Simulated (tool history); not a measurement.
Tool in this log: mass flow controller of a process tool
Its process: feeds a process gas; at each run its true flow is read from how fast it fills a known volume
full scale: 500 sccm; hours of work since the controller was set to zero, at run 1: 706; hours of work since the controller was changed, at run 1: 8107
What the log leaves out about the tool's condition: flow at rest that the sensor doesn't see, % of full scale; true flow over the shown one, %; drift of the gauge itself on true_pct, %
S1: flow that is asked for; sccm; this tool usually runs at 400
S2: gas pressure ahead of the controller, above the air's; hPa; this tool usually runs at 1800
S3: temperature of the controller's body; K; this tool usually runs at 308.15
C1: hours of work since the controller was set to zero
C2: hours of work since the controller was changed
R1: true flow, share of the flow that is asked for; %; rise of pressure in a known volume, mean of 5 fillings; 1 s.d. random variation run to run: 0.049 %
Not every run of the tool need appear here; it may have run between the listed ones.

run	hour	S1	S2	S3	C1	C2	R1
1	0.0	400	1800	308.15	706	8107	101.35
2	265.3	400	1800	308.15	898	8299	101.28
3	454.8	400	1800	308.15	1036	8436	101.32
4	613.3	400	1800	308.15	1150	8551	101.29
5	839.1	400	1800	308.15	1314	8714	101.31
6	1086.2	400	1800	308.15	1493	8893	101.21
7	1312.2	265	1800	308.15	1656	9057	100.36
8	1563.4	265	1800	308.15	1838	9239	100.24
9	1719.2	265	1800	308.15	1951	9351	100.23
10	1877.1	265	1800	308.15	2065	9466	100.24
11	2132.5	265	1800	308.15	2250	9651	100.23
# hour 2145.3: controller's zero set anew
12	2379.9	163	1800	307.15	170	9829	98.71
13	2581.4	163	1800	312.15	316	9975	98.85
14	2728.6	163	1800	312.15	422	10082	98.79
15	2925.4	250	1940	309.15	565	10224	99.84
16	3159.4	59	1940	308.15	734	10393	94.32
17	3390.3	59	1940	308.15	901	10561	94.15

Run 18 is up next; what results do you expect?
18	3520.2	111	2290	299.15	995	10655	?

{"run 18": {"R1": 96.42}}
The same run, on a tool lacking any hidden state, would have yielded R1 97.66 %.
